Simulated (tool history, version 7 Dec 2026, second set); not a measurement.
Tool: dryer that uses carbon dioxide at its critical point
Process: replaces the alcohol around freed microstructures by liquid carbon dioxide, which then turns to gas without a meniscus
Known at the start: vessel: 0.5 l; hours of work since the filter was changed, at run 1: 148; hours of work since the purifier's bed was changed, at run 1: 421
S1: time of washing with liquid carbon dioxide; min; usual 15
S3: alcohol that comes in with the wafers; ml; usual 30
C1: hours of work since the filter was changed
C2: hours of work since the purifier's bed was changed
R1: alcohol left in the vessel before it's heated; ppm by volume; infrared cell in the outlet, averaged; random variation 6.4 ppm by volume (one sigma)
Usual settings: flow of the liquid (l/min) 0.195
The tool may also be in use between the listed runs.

run 1 hour=0 | S1=15 flow_of_the_liquid_(l/min)=0.195 S3=30 | C1=148 C2=421 | R1=360
run 2 hour=26.6 | S1=15 flow_of_the_liquid_(l/min)=0.195 S3=30 | C1=165 C2=439 | R1=376
run 3 hour=48.6 | S1=15 flow_of_the_liquid_(l/min)=0.127 S3=30 | C1=180 C2=454 | R1=2188
run 4 hour=73.2 | S1=15 flow_of_the_liquid_(l/min)=0.127 S3=30 | C1=196 C2=470 | R1=2148
run 5 hour=93.7 | S1=15 flow_of_the_liquid_(l/min)=0.127 S3=30 | C1=210 C2=484 | R1=2150
run 6 hour=105.5 | S1=15 flow_of_the_liquid_(l/min)=0.127 S3=30 | C1=218 C2=492 | R1=2227
run 7 hour=118 | S1=15 flow_of_the_liquid_(l/min)=0.127 S3=30 | C1=226 C2=500 | R1=2198
run 8 hour=132.1 | S1=15 flow_of_the_liquid_(l/min)=0.199 S3=30 | C1=235 C2=509 | R1=379

Forecast run 9:
run 9 hour=150.4 | S1=15 flow_of_the_liquid_(l/min)=0.331 S3=30 | C1=248 C2=522 | R1=?

R1: 65 ppm by volume
Without the tool's hidden state the same run would have given R1 15 ppm by volume.

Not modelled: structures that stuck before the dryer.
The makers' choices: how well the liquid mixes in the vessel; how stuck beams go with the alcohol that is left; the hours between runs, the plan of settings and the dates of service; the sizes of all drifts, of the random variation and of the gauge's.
